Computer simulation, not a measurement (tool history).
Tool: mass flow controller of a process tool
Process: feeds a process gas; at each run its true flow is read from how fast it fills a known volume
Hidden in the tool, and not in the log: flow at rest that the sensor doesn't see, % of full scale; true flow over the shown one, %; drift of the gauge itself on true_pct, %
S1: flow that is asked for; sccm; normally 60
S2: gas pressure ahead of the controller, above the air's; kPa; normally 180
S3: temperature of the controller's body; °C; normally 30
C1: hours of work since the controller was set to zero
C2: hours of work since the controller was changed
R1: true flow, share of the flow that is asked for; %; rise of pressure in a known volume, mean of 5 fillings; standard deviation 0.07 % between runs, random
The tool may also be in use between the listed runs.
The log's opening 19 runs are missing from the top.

{"run": 20, "hour": 6040.0, "S1": 60, "S2": 180, "S3": 30, "C1": 860, "C2": 860, "R1": 97.42}
{"run": 21, "hour": 6408.4, "S1": 60, "S2": 180, "S3": 30, "C1": 1154, "C2": 1154, "R1": 97.4}
{"run": 22, "hour": 6853.0, "S1": 64, "S2": 172, "S3": 36, "C1": 1510, "C2": 1510, "R1": 97.66}
{"run": 23, "hour": 7277.6, "S1": 65, "S2": 188, "S3": 32, "C1": 1849, "C2": 1849, "R1": 97.16}
{"run": 24, "hour": 7585.6, "S1": 65, "S2": 188, "S3": 32, "C1": 2095, "C2": 2095, "R1": 97.02}
{"run": 25, "hour": 7785.3, "S1": 26, "S2": 180, "S3": 37, "C1": 2255, "C2": 2255, "R1": 96.64}
{"run": 26, "hour": 8129.3, "S1": 64, "S2": 215, "S3": 21, "C1": 2530, "C2": 2530, "R1": 96.11}
{"run": 27, "hour": 8531.7, "S1": 73, "S2": 177, "S3": 31, "C1": 2852, "C2": 2852, "R1": 96.88}
{"run": 28, "hour": 8962.0, "S1": 77, "S2": 180, "S3": 30, "C1": 3196, "C2": 3196, "R1": 96.78}
{"run": 29, "hour": 9375.2, "S1": 22, "S2": 230, "S3": 30, "C1": 3526, "C2": 3526, "R1": 95.48}
{"run": 30, "hour": 9734.8, "S1": 22, "S2": 230, "S3": 30, "C1": 3814, "C2": 3814, "R1": 95.4}
{"run": 31, "hour": 10144.6, "S1": 101, "S2": 187, "S3": 39, "C1": 4142, "C2": 4142, "R1": 97.2}
{"run": 32, "hour": 10326.6, "S1": 44, "S2": 180, "S3": 30, "C1": 4287, "C2": 4287, "R1": 95.6}
{"run": 33, "hour": 10590.4, "S1": 36, "S2": 247, "S3": 20, "C1": 4498, "C2": 4498, "R1": 94.61}
{"run": 34, "hour": 10964.1, "S1": 114, "S2": 221, "S3": 23, "C1": 4797, "C2": 4797, "R1": 96.01}
{"run": 35, "hour": 11395.8, "S1": 51, "S2": 180, "S3": 32, "C1": 5142, "C2": 5142, "R1": 95.61}
{"hour": 11682.7, "done": "controller exchanged for a calibrated one"}
{"run": 36, "hour": 11713.8, "S1": 58, "S2": 164, "S3": 32, "C1": 25, "C2": 25, "R1": 95.51}
{"run": 37, "hour": 12022.3, "S1": 23, "S2": 166, "S3": 32, "C1": 272, "C2": 272, "R1": 95.05}
{"hour": 12221.5, "done": "gauge calibrated"}
{"run": 38, "hour": 12251.7, "S1": 101, "S2": 248, "S3": 30, "C1": 455, "C2": 455, "R1": 98.46}
{"run": 39, "hour": 12547.1, "S1": 143, "S2": 259, "S3": 30, "C1": 691, "C2": 691, "R1": 99.1}
{"run": 40, "hour": 12985.2, "S1": 143, "S2": 259, "S3": 30, "C1": 1041, "C2": 1041, "R1": 98.96}
{"run": 41, "hour": 13279.0, "S1": 53, "S2": 180, "S3": 30, "C1": 1276, "C2": 1276, "R1": 97.62}
{"run": 42, "hour": 13505.9, "S1": 53, "S2": 180, "S3": 30, "C1": 1458, "C2": 1458, "R1": 97.45}

Consider 4 possible next runs. They are alternatives, not a sequence: every one starts from the tool as it was left by run 42. What does each give?
{"run": "A", "hour": 13942.6, "S1": 60, "S2": 160, "S3": 30, "C1": 1807, "C2": 1807, "R1": "?"}
{"run": "B", "hour": 13942.6, "S1": 87, "S2": 248, "S3": 37, "C1": 1807, "C2": 1807, "R1": "?"}
{"run": "C", "hour": 13942.6, "S1": 53, "S2": 180, "S3": 30, "C1": 1807, "C2": 1807, "R1": "?"}
{"run": "D", "hour": 13942.6, "S1": 53, "S2": 180, "S3": 29, "C1": 1807, "C2": 1807, "R1": "?"}

run=A R1=97.61
run=B R1=98.19
run=C R1=97.35
run=D R1=97.29
With the hidden condition removed and each run's random variation left untouched, the same runs would have given:
run=A R1=98.23
run=B R1=98.81
run=C R1=97.96
run=D R1=97.90

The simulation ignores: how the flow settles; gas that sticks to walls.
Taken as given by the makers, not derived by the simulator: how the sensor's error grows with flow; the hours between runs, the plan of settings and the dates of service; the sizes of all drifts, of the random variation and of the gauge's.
